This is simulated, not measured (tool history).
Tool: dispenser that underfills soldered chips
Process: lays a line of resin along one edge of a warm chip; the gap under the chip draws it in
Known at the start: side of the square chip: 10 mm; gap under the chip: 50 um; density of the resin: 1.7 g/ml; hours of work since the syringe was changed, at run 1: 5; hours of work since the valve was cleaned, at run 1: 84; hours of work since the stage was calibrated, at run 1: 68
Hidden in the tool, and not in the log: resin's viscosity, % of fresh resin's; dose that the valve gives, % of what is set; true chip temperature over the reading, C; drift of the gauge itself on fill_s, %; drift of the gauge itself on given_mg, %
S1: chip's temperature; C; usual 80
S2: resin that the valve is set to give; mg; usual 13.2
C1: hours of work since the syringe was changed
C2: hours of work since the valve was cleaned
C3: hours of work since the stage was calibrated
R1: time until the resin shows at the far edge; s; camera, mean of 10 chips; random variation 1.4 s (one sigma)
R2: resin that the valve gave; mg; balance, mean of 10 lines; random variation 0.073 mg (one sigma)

run	hour	S1	S2	C1	C2	C3	R1	R2
1	0	80	13.2	5	84	68	181.4	12.61
# hour 1.9: new syringe of resin
2	2.5	80	13.2	0	86	70	133.2	12.54
3	6.9	80	13.2	3	89	73	163.9	12.57
4	9.1	84	13.2	5	91	74	150.1	12.53
# hour 10.9: new syringe of resin
5	11.5	84	13.2	0	92	76	114.5	12.59
6	14.1	84	12.1	2	94	78	128.8	11.33
7	17.1	84	12.1	4	96	80	147	11.38
# hour 19.7: new syringe of resin
8	20.9	80	13.2	1	98	82	138.9	12.54
9	23.2	80	13.2	2	100	84	154.6	12.5
10	27.2	80	13.2	5	103	87	179.4	12.63
# hour 28.8: new syringe of resin
11	30.3	80	13.2	1	105	88	140.8	12.51
12	32.5	80	13.2	3	106	90	153.8	12.51
13	35.5	80	13.2	5	108	92	174.5	12.51
# hour 38: new syringe of resin
14	38.7	80	13.2	1	110	94	137.4	12.45
15	42.4	80	13.2	3	113	97	164.3	12.38
16	45.9	82	13.2	6	115	99	168.6	12.46
# hour 47: new syringe of resin
17	50.1	84	13.2	2	118	102	128.9	12.36
18	53	84	13.2	4	120	104	145.4	12.47
# hour 55.8: new syringe of resin
19	56.4	84	14	0	122	106	112.4	13.13
20	59.7	67	13.4	3	124	108	288.9	12.45
21	63.9	78	13.2	6	127	111	204.2	12.26
# hour 64.9: new syringe of resin
22	68.5	78	13.2	2	130	114	170	12.25
23	71.3	94	15	4	132	116	93.5	13.95
# hour 73.8: new syringe of resin
24	74.4	94	15	0	134	118	73.8	14.05
25	78.4	81	14	3	137	121	153.4	12.92
26	81.7	81	14	6	139	123	178.8	12.96
# hour 82.8: new syringe of resin
27	86.6	89	13.4	3	142	126	105.4	12.28
28	89.6	93	13.2	5	144	128	98	12.17
# hour 91.6: new syringe of resin
29	93.5	74	11.5	1	147	131	193	10.7
# hour 95.1: dispensing valve cleaned and set on the balance
30	97.6	69	16	3	2	133	262.8	15.98
# hour 101.4: new syringe of resin
31	101.4	79	16.4	0	4	135	134	16.37
32	106.1	82	12.7	3	7	138	145.1	12.76
# hour 110.2: new syringe of resin
33	110.9	92	13.2	1	11	142	79.5	13.17
34	115.6	67	16	4	14	145	300.6	15.84
35	118.3	76	15.7	6	16	147	219.9	15.64

4 ways to go on from here, each from the tool as it stands after run 35. What would each give?
# hour 119.4: new syringe of resin
A	121.3	84	14.5	1	17	149	?	?
# hour 119.4: new syringe of resin
B	121.3	79	16.6	1	17	149	?	?
# hour 119.4: new syringe of resin
C	121.3	94	15.7	1	17	149	?	?
# hour 119.4: new syringe of resin
D	121.3	72	16.4	1	17	149	?	?

run	R1	R2
A	115.5	14.44
B	141.5	16.57
C	73.8	15.52
D	200.3	16.44
Without the tool's hidden state the same runs would have given:
run	R1	R2
A	112.5	14.53
B	138.1	16.68
C	71.7	15.62
D	196	16.55

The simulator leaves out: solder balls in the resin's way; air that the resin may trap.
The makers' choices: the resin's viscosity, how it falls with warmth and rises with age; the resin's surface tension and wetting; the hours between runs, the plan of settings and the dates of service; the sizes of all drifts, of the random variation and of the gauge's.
